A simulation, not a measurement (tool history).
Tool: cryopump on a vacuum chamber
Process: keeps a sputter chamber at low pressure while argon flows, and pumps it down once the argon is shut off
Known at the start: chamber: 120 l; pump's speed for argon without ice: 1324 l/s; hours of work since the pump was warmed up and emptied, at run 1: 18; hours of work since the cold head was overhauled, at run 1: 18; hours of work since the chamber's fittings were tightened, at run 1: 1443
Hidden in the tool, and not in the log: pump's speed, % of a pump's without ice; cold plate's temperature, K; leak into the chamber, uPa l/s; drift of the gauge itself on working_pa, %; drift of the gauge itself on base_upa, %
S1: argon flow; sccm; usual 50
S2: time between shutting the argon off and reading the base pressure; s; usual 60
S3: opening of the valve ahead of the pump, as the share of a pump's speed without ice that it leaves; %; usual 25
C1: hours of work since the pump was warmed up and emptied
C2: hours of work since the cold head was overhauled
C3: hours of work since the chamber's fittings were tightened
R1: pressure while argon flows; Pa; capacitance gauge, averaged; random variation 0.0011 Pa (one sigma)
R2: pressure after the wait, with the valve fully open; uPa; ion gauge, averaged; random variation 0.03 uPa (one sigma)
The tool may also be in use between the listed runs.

run,hour,S1,S2,S3,C1,C2,C3,R1,R2
1,0,50,60,25,18,18,1443,0.2539,2.83
2,35.2,50,60,25,40,40,1465,0.2529,2.84
3,63.7,23,60,25,58,58,1483,0.119,2.84
4,103.1,33,60,25,83,83,1508,0.1696,2.88
5,120,49,60,25,94,94,1519,0.2518,2.89
6,158.4,49,60,25,118,118,1543,0.252,2.98
7,197.1,49,60,25,143,143,1568,0.254,3.04
8,222.9,50,218,25,159,159,1584,0.258,2.12
9,245.3,97,23,16,173,173,1598,0.7754,5.17
10,272.1,54,26,22,190,190,1615,0.3172,4.76
11,295.9,21,278,25,205,205,1630,0.1081,2.12
12,317.6,91,60,49,219,219,1644,0.2443,2.95
13,357.2,73,60,58,244,244,1669,0.1655,3.17
14,396.4,24,114,16,269,269,1694,0.1953,2.58
15,426.4,24,114,16,288,288,1713,0.1945,2.63

Some steps in R1 between neighbouring runs. How much of each would the tool show without its hidden state too (settings, what came in, random variation), and how much is left for the hidden state, with any gauge scatter that isn't in both results?
Run 8 -> 9: S1 50 -> 97, S2 218 -> 23, S3 25 -> 16. R1 +0.5174 Pa: hidden state +0.0035, all else +0.5139.
Run 11 -> 12: S1 21 -> 91, S2 278 -> 60, S3 25 -> 49. R1 +0.1362 Pa: hidden state +0.006, all else +0.1302.
